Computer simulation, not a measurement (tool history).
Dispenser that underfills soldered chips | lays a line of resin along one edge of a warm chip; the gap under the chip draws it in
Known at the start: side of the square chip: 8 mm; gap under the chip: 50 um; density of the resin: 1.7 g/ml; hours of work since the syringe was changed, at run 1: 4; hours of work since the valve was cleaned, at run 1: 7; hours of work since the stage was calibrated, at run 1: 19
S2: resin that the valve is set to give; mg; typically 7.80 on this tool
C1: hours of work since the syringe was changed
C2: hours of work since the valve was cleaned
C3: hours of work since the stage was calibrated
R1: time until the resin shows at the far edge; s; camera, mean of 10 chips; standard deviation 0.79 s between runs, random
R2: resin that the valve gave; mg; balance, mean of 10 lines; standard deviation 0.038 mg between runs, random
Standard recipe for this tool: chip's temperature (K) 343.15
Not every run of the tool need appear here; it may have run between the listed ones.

run 1 day=0.000 | chip's_temperature_(K)=343.15 S2=7.80 | C1=4 C2=7 C3=19 | R1=97.5 R2=7.75
-- day=0.158 new syringe of resin
run 2 day=0.321 | chip's_temperature_(K)=343.15 S2=7.51 | C1=3 C2=12 C3=24 | R1=89.3 R2=7.50
run 3 day=0.525 | chip's_temperature_(K)=343.15 S2=8.06 | C1=6 C2=15 C3=27 | R1=108.4 R2=7.95
-- day=0.583 new syringe of resin
run 4 day=0.792 | chip's_temperature_(K)=343.15 S2=8.06 | C1=3 C2=19 C3=31 | R1=90.5 R2=7.99
-- day=0.992 new syringe of resin
run 5 day=1.075 | chip's_temperature_(K)=343.15 S2=7.32 | C1=1 C2=23 C3=35 | R1=81.3 R2=7.25
run 6 day=1.238 | chip's_temperature_(K)=343.15 S2=8.02 | C1=4 C2=25 C3=38 | R1=95.9 R2=7.96
-- day=1.400 new syringe of resin
run 7 day=1.625 | chip's_temperature_(K)=343.15 S2=8.02 | C1=3 C2=31 C3=43 | R1=92.8 R2=7.90
-- day=1.821 new syringe of resin
run 8 day=1.904 | chip's_temperature_(K)=343.15 S2=8.02 | C1=1 C2=35 C3=47 | R1=82.9 R2=7.90
run 9 day=2.129 | chip's_temperature_(K)=343.15 S2=7.80 | C1=5 C2=38 C3=51 | R1=104.3 R2=7.68
-- day=2.229 new syringe of resin
run 10 day=2.317 | chip's_temperature_(K)=343.15 S2=7.80 | C1=1 C2=41 C3=53 | R1=81.3 R2=7.68
-- day=2.667 new syringe of resin
run 11 day=2.679 | chip's_temperature_(K)=343.15 S2=7.80 | C1=0 C2=46 C3=59 | R1=75.7 R2=7.60
run 12 day=2.983 | chip's_temperature_(K)=341.15 S2=7.80 | C1=5 C2=51 C3=63 | R1=113.7 R2=7.57
-- day=3.075 new syringe of resin
run 13 day=3.296 | chip's_temperature_(K)=341.15 S2=7.80 | C1=3 C2=55 C3=68 | R1=103.2 R2=7.60
-- day=3.488 new syringe of resin
run 14 day=3.600 | chip's_temperature_(K)=336.15 S2=7.80 | C1=2 C2=60 C3=72 | R1=115.9 R2=7.58
run 15 day=3.846 | chip's_temperature_(K)=336.15 S2=7.80 | C1=5 C2=64 C3=76 | R1=150.6 R2=7.54
-- day=3.904 new syringe of resin
run 16 day=4.196 | chip's_temperature_(K)=331.15 S2=7.80 | C1=4 C2=69 C3=81 | R1=177.0 R2=7.51
-- day=4.329 new syringe of resin
run 17 day=4.454 | chip's_temperature_(K)=331.15 S2=8.51 | C1=2 C2=73 C3=85 | R1=142.7 R2=8.20
-- day=4.750 new syringe of resin
-- day=4.846 dispensing valve cleaned and set on the balance
run 18 day=4.846 | chip's_temperature_(K)=343.15 S2=7.28 | C1=1 C2=0 C3=90 | R1=81.4 R2=7.29
-- day=5.204 new syringe of resin
run 19 day=5.212 | chip's_temperature_(K)=343.15 S2=8.42 | C1=0 C2=5 C3=95 | R1=75.9 R2=8.33
run 20 day=5.592 | chip's_temperature_(K)=351.15 S2=6.97 | C1=6 C2=11 C3=101 | R1=82.5 R2=6.89
-- day=5.642 new syringe of resin
run 21 day=5.817 | chip's_temperature_(K)=333.15 S2=9.92 | C1=3 C2=14 C3=104 | R1=137.8 R2=9.80
run 22 day=6.008 | chip's_temperature_(K)=333.15 S2=9.92 | C1=6 C2=17 C3=107 | R1=171.3 R2=9.80
-- day=6.054 new syringe of resin
run 23 day=6.321 | chip's_temperature_(K)=338.15 S2=7.80 | C1=4 C2=22 C3=112 | R1=122.9 R2=7.74
-- day=6.479 new syringe of resin
run 24 day=6.504 | chip's_temperature_(K)=347.15 S2=8.04 | C1=0 C2=24 C3=115 | R1=65.5 R2=8.03
run 25 day=6.671 | chip's_temperature_(K)=341.15 S2=7.91 | C1=3 C2=27 C3=117 | R1=101.0 R2=7.80
-- day=6.900 new syringe of resin
run 26 day=7.021 | chip's_temperature_(K)=336.15 S2=9.17 | C1=2 C2=32 C3=122 | R1=112.9 R2=9.07
run 27 day=7.262 | chip's_temperature_(K)=350.15 S2=8.24 | C1=6 C2=36 C3=126 | R1=81.0 R2=8.08
-- day=7.325 new syringe of resin
run 28 day=7.454 | chip's_temperature_(K)=344.15 S2=7.94 | C1=2 C2=39 C3=129 | R1=82.1 R2=7.80
run 29 day=7.629 | chip's_temperature_(K)=344.15 S2=7.94 | C1=5 C2=41 C3=131 | R1=98.8 R2=7.75
-- day=7.754 new syringe of resin
run 30 day=7.804 | chip's_temperature_(K)=337.15 S2=9.95 | C1=1 C2=44 C3=134 | R1=101.6 R2=9.77
run 31 day=8.042 | chip's_temperature_(K)=354.15 S2=9.28 | C1=4 C2=47 C3=137 | R1=62.0 R2=9.10
-- day=8.183 new syringe of resin
run 32 day=8.304 | chip's_temperature_(K)=333.15 S2=7.69 | C1=2 C2=51 C3=141 | R1=138.0 R2=7.47
-- day=8.592 new syringe of resin
run 33 day=8.679 | chip's_temperature_(K)=333.15 S2=7.69 | C1=1 C2=57 C3=147 | R1=132.9 R2=7.48

What if the next run were any one of these 4? Each begins from the tool's condition after run 33:
-- day=9.012 new syringe of resin
run A day=9.062 | chip's_temperature_(K)=337.15 S2=7.56 | C1=1 C2=62 C3=152 | R1=? R2=?
-- day=9.012 new syringe of resin
run B day=9.062 | chip's_temperature_(K)=354.15 S2=6.67 | C1=1 C2=62 C3=152 | R1=? R2=?
-- day=9.012 new syringe of resin
run C day=9.062 | chip's_temperature_(K)=333.15 S2=9.63 | C1=1 C2=62 C3=152 | R1=? R2=?
-- day=9.012 new syringe of resin
run D day=9.062 | chip's_temperature_(K)=337.15 S2=7.80 | C1=1 C2=62 C3=152 | R1=? R2=?

run=A R1=107.6 R2=7.34
run=B R1=53.6 R2=6.48
run=C R1=122.9 R2=9.40
run=D R1=105.3 R2=7.56
With no hidden state in the tool, these same runs would have given:
run=A R1=97.1 R2=7.57
run=B R1=48.3 R2=6.67
run=C R1=111.3 R2=9.69
run=D R1=95.0 R2=7.79

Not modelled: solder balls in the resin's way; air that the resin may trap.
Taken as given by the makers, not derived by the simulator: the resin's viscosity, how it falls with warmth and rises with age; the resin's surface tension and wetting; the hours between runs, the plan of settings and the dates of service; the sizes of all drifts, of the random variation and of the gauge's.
